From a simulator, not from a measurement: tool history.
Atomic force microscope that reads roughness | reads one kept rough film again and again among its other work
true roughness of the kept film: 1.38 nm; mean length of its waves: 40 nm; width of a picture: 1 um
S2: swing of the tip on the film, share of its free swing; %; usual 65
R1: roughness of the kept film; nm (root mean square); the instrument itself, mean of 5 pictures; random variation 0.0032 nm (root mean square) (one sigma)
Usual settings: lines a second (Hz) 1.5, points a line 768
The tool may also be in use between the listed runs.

{"run": 1, "hour": 0.0, "lines a second (Hz)": 1.5, "S2": 65, "points a line": 768, "R1": 1.282}
{"run": 2, "hour": 15.6, "lines a second (Hz)": 1.5, "S2": 67, "points a line": 768, "R1": 1.265}
{"run": 3, "hour": 26.2, "lines a second (Hz)": 1.5, "S2": 67, "points a line": 768, "R1": 1.263}
{"run": 4, "hour": 39.7, "lines a second (Hz)": 1.5, "S2": 67, "points a line": 768, "R1": 1.265}
{"run": 5, "hour": 47.7, "lines a second (Hz)": 1.5, "S2": 67, "points a line": 768, "R1": 1.257}
{"run": 6, "hour": 57.3, "lines a second (Hz)": 1.5, "S2": 67, "points a line": 768, "R1": 1.258}
{"run": 7, "hour": 70.8, "lines a second (Hz)": 1.5, "S2": 67, "points a line": 768, "R1": 1.254}
{"run": 8, "hour": 86.2, "lines a second (Hz)": 1.5, "S2": 65, "points a line": 768, "R1": 1.262}
{"run": 9, "hour": 101.9, "lines a second (Hz)": 1.5, "S2": 65, "points a line": 768, "R1": 1.252}
{"run": 10, "hour": 116.9, "lines a second (Hz)": 1.5, "S2": 65, "points a line": 768, "R1": 1.254}
{"run": 11, "hour": 128.1, "lines a second (Hz)": 0.91, "S2": 78, "points a line": 476, "R1": 1.252}
{"run": 12, "hour": 138.9, "lines a second (Hz)": 1.5, "S2": 84, "points a line": 595, "R1": 1.161}
{"run": 13, "hour": 150.6, "lines a second (Hz)": 1.63, "S2": 84, "points a line": 624, "R1": 1.146}
{"run": 14, "hour": 166.1, "lines a second (Hz)": 1.5, "S2": 63, "points a line": 272, "R1": 1.276}
{"run": 15, "hour": 182.5, "lines a second (Hz)": 1.24, "S2": 78, "points a line": 791, "R1": 1.22}
{"run": 16, "hour": 194.6, "lines a second (Hz)": 1.24, "S2": 78, "points a line": 791, "R1": 1.215}
{"run": 17, "hour": 208.9, "lines a second (Hz)": 1.02, "S2": 78, "points a line": 285, "R1": 1.221}
{"run": 18, "hour": 219.7, "lines a second (Hz)": 1.02, "S2": 78, "points a line": 285, "R1": 1.22}
{"run": 19, "hour": 232.0, "lines a second (Hz)": 1.02, "S2": 78, "points a line": 285, "R1": 1.219}
{"run": 20, "hour": 241.8, "lines a second (Hz)": 0.78, "S2": 81, "points a line": 768, "R1": 1.235}

Not shown: 1 entry that the log had between the listed runs. Between which runs, and how does the tool's hidden state differ before and after?
Between runs 10 and 11: new tip fitted (hour 128.1)
  radius of the tip, nm: 10.7 -> 5.4; height scale over the true one, %: -0.36 -> -0.37
  measured less the result without the state, R1: -0.028 -> -0.007 nm (root mean square)
